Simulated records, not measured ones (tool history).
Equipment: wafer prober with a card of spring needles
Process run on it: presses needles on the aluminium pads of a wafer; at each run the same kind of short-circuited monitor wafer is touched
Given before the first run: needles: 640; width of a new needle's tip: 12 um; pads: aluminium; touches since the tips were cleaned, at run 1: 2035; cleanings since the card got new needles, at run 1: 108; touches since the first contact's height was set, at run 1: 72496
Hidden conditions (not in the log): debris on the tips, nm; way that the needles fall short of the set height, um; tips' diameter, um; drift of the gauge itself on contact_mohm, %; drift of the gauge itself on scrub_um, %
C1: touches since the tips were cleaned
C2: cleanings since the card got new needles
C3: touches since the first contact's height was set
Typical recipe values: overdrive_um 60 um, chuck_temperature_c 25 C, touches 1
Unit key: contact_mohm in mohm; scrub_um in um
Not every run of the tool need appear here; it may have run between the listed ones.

{"run": 1, "day": 0.0, "overdrive_um": 60, "chuck_temperature_c": 25, "touches": 1, "C1": 2035, "C2": 108, "C3": 72496, "contact_mohm": 303, "scrub_um": 12.79}
{"day": 0.304, "done": "tips cleaned on abrasive film"}
{"day": 0.708, "done": "tips cleaned on abrasive film"}
{"day": 1.208, "done": "tips cleaned on abrasive film"}
{"day": 1.712, "done": "tips cleaned on abrasive film"}
{"day": 1.725, "done": "height of the first contact set anew"}
{"day": 2.229, "done": "tips cleaned on abrasive film"}
{"day": 2.633, "done": "tips cleaned on abrasive film"}
{"run": 2, "day": 2.992, "overdrive_um": 60, "chuck_temperature_c": 25, "touches": 1, "C1": 6197, "C2": 114, "C3": 21664, "contact_mohm": 361, "scrub_um": 12.55}
{"day": 3.096, "done": "tips cleaned on abrasive film"}
{"day": 3.6, "done": "tips cleaned on abrasive film"}
{"day": 4.104, "done": "tips cleaned on abrasive film"}
{"day": 4.608, "done": "tips cleaned on abrasive film"}
{"day": 5.108, "done": "tips cleaned on abrasive film"}
{"day": 5.612, "done": "tips cleaned on abrasive film"}
{"day": 6.117, "done": "tips cleaned on abrasive film"}
{"day": 6.583, "done": "tips cleaned on abrasive film"}
{"run": 3, "day": 6.583, "overdrive_um": 60, "chuck_temperature_c": 25, "touches": 1, "C1": 0, "C2": 122, "C3": 82914, "contact_mohm": 249, "scrub_um": 12.36}
{"day": 7.088, "done": "tips cleaned on abrasive film"}
{"day": 7.592, "done": "tips cleaned on abrasive film"}
{"day": 7.704, "done": "height of the first contact set anew"}
{"day": 8.008, "done": "tips cleaned on abrasive film"}
{"day": 8.508, "done": "tips cleaned on abrasive film"}
{"day": 9.012, "done": "tips cleaned on abrasive film"}
{"run": 4, "day": 9.225, "overdrive_um": 60, "chuck_temperature_c": 25, "touches": 3, "C1": 3624, "C2": 127, "C3": 25965, "contact_mohm": 275, "scrub_um": 12.95}
{"day": 9.429, "done": "tips cleaned on abrasive film"}
{"day": 9.829, "done": "tips cleaned on abrasive film"}
{"day": 10.333, "done": "tips cleaned on abrasive film"}
{"day": 10.838, "done": "tips cleaned on abrasive film"}
{"day": 11.242, "done": "tips cleaned on abrasive film"}
{"day": 11.746, "done": "tips cleaned on abrasive film"}
{"run": 5, "day": 11.946, "overdrive_um": 60, "chuck_temperature_c": 25, "touches": 3, "C1": 3459, "C2": 133, "C3": 72389, "contact_mohm": 275, "scrub_um": 12.81}
{"day": 12.154, "done": "tips cleaned on abrasive film"}
{"day": 12.658, "done": "tips cleaned on abrasive film"}
{"day": 13.158, "done": "tips cleaned on abrasive film"}
{"day": 13.662, "done": "tips cleaned on abrasive film"}
{"day": 13.675, "done": "height of the first contact set anew"}
{"day": 14.179, "done": "tips cleaned on abrasive film"}
{"day": 14.583, "done": "tips cleaned on abrasive film"}
{"day": 15.088, "done": "tips cleaned on abrasive film"}
{"run": 6, "day": 15.346, "overdrive_um": 60, "chuck_temperature_c": 25, "touches": 3, "C1": 4515, "C2": 140, "C3": 28575, "contact_mohm": 284, "scrub_um": 12.95}
{"day": 15.55, "done": "tips cleaned on abrasive film"}
{"day": 16.054, "done": "tips cleaned on abrasive film"}
{"day": 16.558, "done": "tips cleaned on abrasive film"}
{"day": 17.062, "done": "tips cleaned on abrasive film"}
{"day": 17.467, "done": "tips cleaned on abrasive film"}
{"day": 17.967, "done": "tips cleaned on abrasive film"}
{"day": 18.471, "done": "tips cleaned on abrasive film"}
{"day": 18.975, "done": "tips cleaned on abrasive film"}
{"run": 7, "day": 18.975, "overdrive_um": 51, "chuck_temperature_c": 25, "touches": 1, "C1": 0, "C2": 148, "C3": 90420, "contact_mohm": 274, "scrub_um": 10.82}
{"day": 19.188, "done": "height of the first contact set anew, once more"}
{"day": 19.488, "done": "tips cleaned on abrasive film"}
{"day": 19.892, "done": "tips cleaned on abrasive film"}
{"day": 20.396, "done": "tips cleaned on abrasive film"}
{"day": 20.9, "done": "tips cleaned on abrasive film"}
{"day": 21.404, "done": "tips cleaned on abrasive film"}
{"day": 21.904, "done": "tips cleaned on abrasive film"}
{"day": 22.408, "done": "tips cleaned on abrasive film"}
{"run": 8, "day": 22.446, "overdrive_um": 51, "chuck_temperature_c": 25, "touches": 1, "C1": 631, "C2": 155, "C3": 55625, "contact_mohm": 293, "scrub_um": 10.93}
{"day": 22.85, "done": "tips cleaned on abrasive film"}
{"day": 23.254, "done": "tips cleaned on abrasive film"}
{"day": 23.754, "done": "tips cleaned on abrasive film"}
{"day": 24.258, "done": "tips cleaned on abrasive film"}
{"day": 24.662, "done": "tips cleaned on abrasive film"}
{"day": 25.162, "done": "card fitted with new needles"}
{"day": 25.667, "done": "tips cleaned on abrasive film"}
{"run": 9, "day": 25.871, "overdrive_um": 51, "chuck_temperature_c": 25, "touches": 1, "C1": 3525, "C2": 1, "C3": 12117, "contact_mohm": 313, "scrub_um": 11.02}
{"day": 26.075, "done": "tips cleaned on abrasive film"}
{"day": 26.579, "done": "tips cleaned on abrasive film"}
{"day": 26.983, "done": "tips cleaned on abrasive film"}
{"day": 27.488, "done": "tips cleaned on abrasive film"}
{"run": 10, "day": 27.542, "overdrive_um": 60, "chuck_temperature_c": 25, "touches": 1, "C1": 972, "C2": 5, "C3": 40599, "contact_mohm": 258, "scrub_um": 12.89}
{"day": 27.946, "done": "tips cleaned on abrasive film"}
{"day": 28.35, "done": "tips cleaned on abrasive film"}
{"day": 28.854, "done": "tips cleaned on abrasive film"}
{"day": 29.354, "done": "tips cleaned on abrasive film"}
{"day": 29.758, "done": "tips cleaned on abrasive film"}
{"run": 11, "day": 29.767, "overdrive_um": 60, "chuck_temperature_c": 25, "touches": 1, "C1": 167, "C2": 10, "C3": 78574, "contact_mohm": 253, "scrub_um": 12.81}
{"day": 30.171, "done": "tips cleaned on abrasive film"}
{"day": 30.575, "done": "tips cleaned on abrasive film"}
{"day": 31.079, "done": "tips cleaned on abrasive film"}
{"day": 31.092, "done": "height of the first contact set anew"}
{"day": 31.596, "done": "tips cleaned on abrasive film"}
{"run": 12, "day": 31.875, "overdrive_um": 60, "chuck_temperature_c": 92, "touches": 1, "C1": 4807, "C2": 14, "C3": 13400, "contact_mohm": 325, "scrub_um": 12.99}
{"day": 32.079, "done": "tips cleaned on abrasive film"}
{"day": 32.579, "done": "tips cleaned on abrasive film"}
{"day": 33.083, "done": "tips cleaned on abrasive film"}
{"day": 33.588, "done": "tips cleaned on abrasive film"}
{"day": 34.092, "done": "tips cleaned on abrasive film"}
{"day": 34.596, "done": "tips cleaned on abrasive film"}
{"day": 35.096, "done": "tips cleaned on abrasive film"}
{"run": 13, "day": 35.146, "overdrive_um": 67, "chuck_temperature_c": 95, "touches": 2, "C1": 841, "C2": 21, "C3": 69236, "contact_mohm": 273, "scrub_um": 14.36}
{"day": 35.55, "done": "tips cleaned on abrasive film"}
{"day": 36.054, "done": "tips cleaned on abrasive film"}
{"day": 36.458, "done": "tips cleaned on abrasive film"}
{"day": 36.958, "done": "tips cleaned on abrasive film"}
{"day": 37.071, "done": "height of the first contact set anew"}
{"day": 37.475, "done": "tips cleaned on abrasive film"}
{"run": 14, "day": 37.596, "overdrive_um": 60, "chuck_temperature_c": 25, "touches": 3, "C1": 2030, "C2": 26, "C3": 8904, "contact_mohm": 254, "scrub_um": 12.98}
{"day": 37.896, "done": "tips cleaned on abrasive film"}
{"day": 38.4, "done": "tips cleaned on abrasive film"}
{"day": 38.804, "done": "tips cleaned on abrasive film"}
{"day": 39.308, "done": "tips cleaned on abrasive film"}
{"day": 39.812, "done": "tips cleaned on abrasive film"}
{"run": 15, "day": 40.071, "overdrive_um": 60, "chuck_temperature_c": 27, "touches": 3, "C1": 4460, "C2": 31, "C3": 51171, "contact_mohm": 272, "scrub_um": 12.87}
{"day": 40.275, "done": "tips cleaned on abrasive film"}
{"day": 40.679, "done": "tips cleaned on abrasive film"}
{"day": 41.179, "done": "tips cleaned on abrasive film"}
{"day": 41.683, "done": "tips cleaned on abrasive film"}
{"day": 42.188, "done": "tips cleaned on abrasive film"}
{"day": 42.592, "done": "tips cleaned on abrasive film"}
{"day": 43.004, "done": "height of the first contact set anew"}
{"day": 43.108, "done": "tips cleaned on abrasive film"}
{"run": 16, "day": 43.35, "overdrive_um": 70, "chuck_temperature_c": 106, "touches": 2, "C1": 4219, "C2": 38, "C3": 5938, "contact_mohm": 288, "scrub_um": 15.16}
{"day": 43.554, "done": "tips cleaned on abrasive film"}
{"day": 44.058, "done": "tips cleaned on abrasive film"}
{"day": 44.562, "done": "tips cleaned on abrasive film"}
{"day": 44.967, "done": "tips cleaned on abrasive film"}
{"day": 45.467, "done": "tips cleaned on abrasive film"}
{"day": 45.971, "done": "tips cleaned on abrasive film"}
{"run": 17, "day": 46.325, "overdrive_um": 70, "chuck_temperature_c": 106, "touches": 2, "C1": 6098, "C2": 44, "C3": 56720, "contact_mohm": 300, "scrub_um": 15.03}
{"day": 46.429, "done": "tips cleaned on abrasive film"}
{"day": 46.933, "done": "tips cleaned on abrasive film"}
{"day": 47.438, "done": "tips cleaned on abrasive film"}
{"day": 47.942, "done": "tips cleaned on abrasive film"}
{"day": 48.442, "done": "tips cleaned on abrasive film"}
{"day": 48.946, "done": "tips cleaned on abrasive film"}
{"day": 48.958, "done": "height of the first contact set anew"}
{"day": 49.462, "done": "tips cleaned on abrasive film"}
{"day": 49.967, "done": "tips cleaned on abrasive film"}
{"run": 18, "day": 50.088, "overdrive_um": 70, "chuck_temperature_c": 106, "touches": 2, "C1": 2125, "C2": 52, "C3": 19310, "contact_mohm": 278, "scrub_um": 15.12}
{"day": 50.392, "done": "tips cleaned on abrasive film"}
{"day": 50.796, "done": "tips cleaned on abrasive film"}
{"day": 51.3, "done": "tips cleaned on abrasive film"}
{"day": 51.804, "done": "tips cleaned on abrasive film"}
{"day": 52.304, "done": "tips cleaned on abrasive film"}
{"day": 52.808, "done": "tips cleaned on abrasive film"}
{"run": 19, "day": 52.817, "overdrive_um": 70, "chuck_temperature_c": 106, "touches": 2, "C1": 126, "C2": 58, "C3": 65835, "contact_mohm": 270, "scrub_um": 15}
{"day": 53.221, "done": "tips cleaned on abrasive film"}
{"day": 53.725, "done": "tips cleaned on abrasive film"}
{"day": 54.225, "done": "tips cleaned on abrasive film"}
{"day": 54.729, "done": "tips cleaned on abrasive film"}
{"day": 54.842, "done": "height of the first contact set anew"}
{"run": 20, "day": 55.083, "overdrive_um": 70, "chuck_temperature_c": 106, "touches": 2, "C1": 5837, "C2": 62, "C3": 4119, "contact_mohm": 300, "scrub_um": 15.16}
{"day": 55.188, "done": "tips cleaned on abrasive film"}
{"day": 55.688, "done": "tips cleaned on abrasive film"}
{"day": 56.092, "done": "tips cleaned on abrasive film"}
{"day": 56.596, "done": "tips cleaned on abrasive film"}
{"day": 57.1, "done": "tips cleaned on abrasive film"}
{"day": 57.504, "done": "tips cleaned on abrasive film"}
{"run": 21, "day": 57.896, "overdrive_um": 57, "chuck_temperature_c": 35, "touches": 2, "C1": 6758, "C2": 68, "C3": 52122, "contact_mohm": 313, "scrub_um": 12.21}
{"day": 58.0, "done": "tips cleaned on abrasive film"}
{"day": 58.504, "done": "tips cleaned on abrasive film"}
{"day": 59.004, "done": "tips cleaned on abrasive film"}
{"day": 59.408, "done": "tips cleaned on abrasive film"}
{"day": 59.912, "done": "tips cleaned on abrasive film"}
{"run": 22, "day": 60.1, "overdrive_um": 56, "chuck_temperature_c": 25, "touches": 2, "C1": 3194, "C2": 73, "C3": 89687, "contact_mohm": 288, "scrub_um": 11.89}

Alternative continuations, all from the tool just after run 22; predict every row:
{"day": 60.4, "done": "tips cleaned on abrasive film"}
{"day": 60.812, "done": "height of the first contact set anew"}
{"day": 60.917, "done": "tips cleaned on abrasive film"}
{"day": 61.421, "done": "tips cleaned on abrasive film"}
{"day": 61.925, "done": "tips cleaned on abrasive film"}
{"day": 62.429, "done": "tips cleaned on abrasive film"}
{"run": "A", "day": 62.462, "overdrive_um": 55, "chuck_temperature_c": 38, "touches": 2, "C1": 587, "C2": 78, "C3": 28084, "contact_mohm": "?", "scrub_um": "?"}
{"day": 60.4, "done": "tips cleaned on abrasive film"}
{"day": 60.812, "done": "height of the first contact set anew"}
{"day": 60.917, "done": "tips cleaned on abrasive film"}
{"day": 61.421, "done": "tips cleaned on abrasive film"}
{"day": 61.925, "done": "tips cleaned on abrasive film"}
{"day": 62.429, "done": "tips cleaned on abrasive film"}
{"run": "B", "day": 62.462, "overdrive_um": 69, "chuck_temperature_c": 26, "touches": 2, "C1": 587, "C2": 78, "C3": 28084, "contact_mohm": "?", "scrub_um": "?"}
{"day": 60.4, "done": "tips cleaned on abrasive film"}
{"day": 60.812, "done": "height of the first contact set anew"}
{"day": 60.917, "done": "tips cleaned on abrasive film"}
{"day": 61.421, "done": "tips cleaned on abrasive film"}
{"day": 61.925, "done": "tips cleaned on abrasive film"}
{"day": 62.429, "done": "tips cleaned on abrasive film"}
{"run": "C", "day": 62.462, "overdrive_um": 63, "chuck_temperature_c": 30, "touches": 3, "C1": 587, "C2": 78, "C3": 28084, "contact_mohm": "?", "scrub_um": "?"}

run=A contact_mohm=270 scrub_um=11.83
run=B contact_mohm=252 scrub_um=14.86
run=C contact_mohm=252 scrub_um=13.56
Without the tool's hidden state the same runs would have given:
run=A contact_mohm=246 scrub_um=11.94
run=B contact_mohm=236 scrub_um=14.97
run=C contact_mohm=240 scrub_um=13.66
